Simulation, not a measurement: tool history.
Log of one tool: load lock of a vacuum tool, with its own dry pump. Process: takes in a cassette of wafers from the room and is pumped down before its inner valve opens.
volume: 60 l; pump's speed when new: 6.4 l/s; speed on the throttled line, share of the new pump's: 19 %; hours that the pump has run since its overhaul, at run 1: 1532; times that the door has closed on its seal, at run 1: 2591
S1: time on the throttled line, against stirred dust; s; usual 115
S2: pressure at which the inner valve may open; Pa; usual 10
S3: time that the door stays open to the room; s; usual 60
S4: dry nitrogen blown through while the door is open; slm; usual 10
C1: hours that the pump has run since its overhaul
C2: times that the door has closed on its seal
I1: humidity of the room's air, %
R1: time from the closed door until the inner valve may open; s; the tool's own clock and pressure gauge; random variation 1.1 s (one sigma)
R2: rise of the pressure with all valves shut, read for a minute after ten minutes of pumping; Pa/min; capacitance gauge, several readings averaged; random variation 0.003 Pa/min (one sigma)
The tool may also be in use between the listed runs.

run 1 hour=0.0 | S1=115 S2=10 S3=60 S4=10 | C1=1532 C2=2591 | I1=44.8 | R1=182.9 R2=0.039
run 2 hour=132.9 | S1=97 S2=10 S3=60 S4=10 | C1=1665 C2=2751 | I1=45.9 | R1=166.7 R2=0.043
run 3 hour=350.5 | S1=97 S2=10 S3=60 S4=10 | C1=1883 C2=3012 | I1=45.0 | R1=169.3 R2=0.041
run 4 hour=467.1 | S1=115 S2=10 S3=60 S4=19 | C1=1999 C2=3151 | I1=44.1 | R1=182.9 R2=0.038
run 5 hour=578.0 | S1=115 S2=10 S3=60 S4=19 | C1=2110 C2=3285 | I1=44.7 | R1=182.6 R2=0.040
run 6 hour=782.2 | S1=160 S2=10 S3=60 S4=10 | C1=2314 C2=3529 | I1=45.1 | R1=218.1 R2=0.053
run 7 hour=951.5 | S1=115 S2=10 S3=60 S4=10 | C1=2484 C2=3733 | I1=47.1 | R1=182.9 R2=0.052
run 8 hour=1182.5 | S1=115 S2=10 S3=60 S4=10 | C1=2714 C2=4010 | I1=43.8 | R1=181.4 R2=0.053
run 9 hour=1346.2 | S1=115 S2=10 S3=60 S4=10 | C1=2878 C2=4206 | I1=43.5 | R1=184.9 R2=0.057
run 10 hour=1483.8 | S1=115 S2=10 S3=60 S4=10 | C1=3016 C2=4371 | I1=45.7 | R1=181.7 R2=0.058
run 11 hour=1648.1 | S1=115 S2=10 S3=60 S4=10 | C1=3180 C2=4568 | I1=44.4 | R1=182.2 R2=0.058
run 12 hour=1874.9 | S1=115 S2=10 S3=60 S4=10 | C1=3407 C2=4840 | I1=45.5 | R1=183.3 R2=0.060
run 13 hour=2060.0 | S1=115 S2=15 S3=60 S4=10 | C1=3592 C2=5062 | I1=45.2 | R1=181.3 R2=0.064
run 14 hour=2244.8 | S1=115 S2=10 S3=60 S4=10 | C1=3777 C2=5284 | I1=47.0 | R1=181.4 R2=0.068
run 15 hour=2383.4 | S1=115 S2=10 S3=60 S4=10 | C1=3915 C2=5450 | I1=45.7 | R1=184.4 R2=0.070
run 16 hour=2515.3 | S1=115 S2=10 S3=60 S4=10 | C1=4047 C2=5609 | I1=41.0 | R1=184.1 R2=0.069
run 17 hour=2687.5 | S1=115 S2=10 S3=60 S4=10 | C1=4220 C2=5815 | I1=44.9 | R1=184.7 R2=0.071
run 18 hour=2842.9 | S1=115 S2=10 S3=60 S4=10 | C1=4375 C2=6002 | I1=46.2 | R1=184.1 R2=0.072
run 19 hour=3006.2 | S1=221 S2=19 S3=60 S4=10 | C1=4538 C2=6198 | I1=45.3 | R1=259.5 R2=0.081
run 20 hour=3131.8 | S1=221 S2=19 S3=60 S4=10 | C1=4664 C2=6348 | I1=43.8 | R1=263.1 R2=0.077
run 21 hour=3278.9 | S1=115 S2=10 S3=30 S4=25 | C1=4811 C2=6525 | I1=44.3 | R1=183.1 R2=0.075
run 22 hour=3440.0 | S1=115 S2=10 S3=60 S4=9 | C1=4972 C2=6718 | I1=45.5 | R1=185.2 R2=0.088
run 23 hour=3588.6 | S1=115 S2=10 S3=60 S4=9 | C1=5121 C2=6896 | I1=47.2 | R1=182.5 R2=0.088
run 24 hour=3782.6 | S1=115 S2=10 S3=60 S4=5 | C1=5315 C2=7129 | I1=43.3 | R1=184.7 R2=0.086
run 25 hour=3895.4 | S1=115 S2=10 S3=49 S4=4 | C1=5427 C2=7264 | I1=46.0 | R1=185.1 R2=0.097
run 26 hour=4023.1 | S1=115 S2=10 S3=27 S4=12 | C1=5555 C2=7417 | I1=43.8 | R1=185.1 R2=0.084
run 27 hour=4271.3 | S1=75 S2=13 S3=60 S4=14 | C1=5803 C2=7715 | I1=46.1 | R1=148.8 R2=0.091
run 28 hour=4454.2 | S1=115 S2=10 S3=60 S4=45 | C1=5986 C2=7935 | I1=43.8 | R1=184.2 R2=0.079
run 29 hour=4657.2 | S1=115 S2=10 S3=60 S4=45 | C1=6189 C2=8178 | I1=45.2 | R1=183.7 R2=0.089
run 30 hour=4851.3 | S1=191 S2=10 S3=60 S4=10 | C1=6383 C2=8411 | I1=46.2 | R1=245.0 R2=0.108
run 31 hour=5042.6 | S1=73 S2=10 S3=149 S4=10 | C1=6575 C2=8641 | I1=43.5 | R1=152.2 R2=0.122
run 32 hour=5282.9 | S1=199 S2=19 S3=138 S4=9 | C1=6815 C2=8929 | I1=44.1 | R1=247.0 R2=0.127
run 33 hour=5534.3 | S1=115 S2=10 S3=60 S4=8 | C1=7066 C2=9230 | I1=49.2 | R1=184.4 R2=0.127
run 34 hour=5714.9 | S1=218 S2=10 S3=223 S4=20 | C1=7247 C2=9447 | I1=46.1 | R1=268.9 R2=0.133
run 35 hour=5942.1 | S1=111 S2=8 S3=60 S4=10 | C1=7474 C2=9720 | I1=42.5 | R1=184.7 R2=0.134
run 36 hour=6094.9 | S1=94 S2=20 S3=134 S4=16 | C1=7627 C2=9903 | I1=48.0 | R1=162.7 R2=0.135

Forecast each of these 4 alternatives for the next run:
run A hour=6270.3 | S1=65 S2=10 S3=60 S4=6 | C1=7802 C2=10113 | I1=45.3 | R1=? R2=?
run B hour=6270.3 | S1=129 S2=10 S3=97 S4=5 | C1=7802 C2=10113 | I1=46.6 | R1=? R2=?
run C hour=6270.3 | S1=174 S2=9 S3=60 S4=10 | C1=7802 C2=10113 | I1=48.3 | R1=? R2=?
run D hour=6270.3 | S1=61 S2=20 S3=66 S4=16 | C1=7802 C2=10113 | I1=43.9 | R1=? R2=?

run=A R1=146.1 R2=0.136
run=B R1=196.3 R2=0.142
run=C R1=235.3 R2=0.133
run=D R1=136.5 R2=0.123
Without the tool's hidden state the same runs would have given:
run=A R1=138.9 R2=0.029
run=B R1=190.0 R2=0.035
run=C R1=229.7 R2=0.028
run=D R1=129.6 R2=0.018

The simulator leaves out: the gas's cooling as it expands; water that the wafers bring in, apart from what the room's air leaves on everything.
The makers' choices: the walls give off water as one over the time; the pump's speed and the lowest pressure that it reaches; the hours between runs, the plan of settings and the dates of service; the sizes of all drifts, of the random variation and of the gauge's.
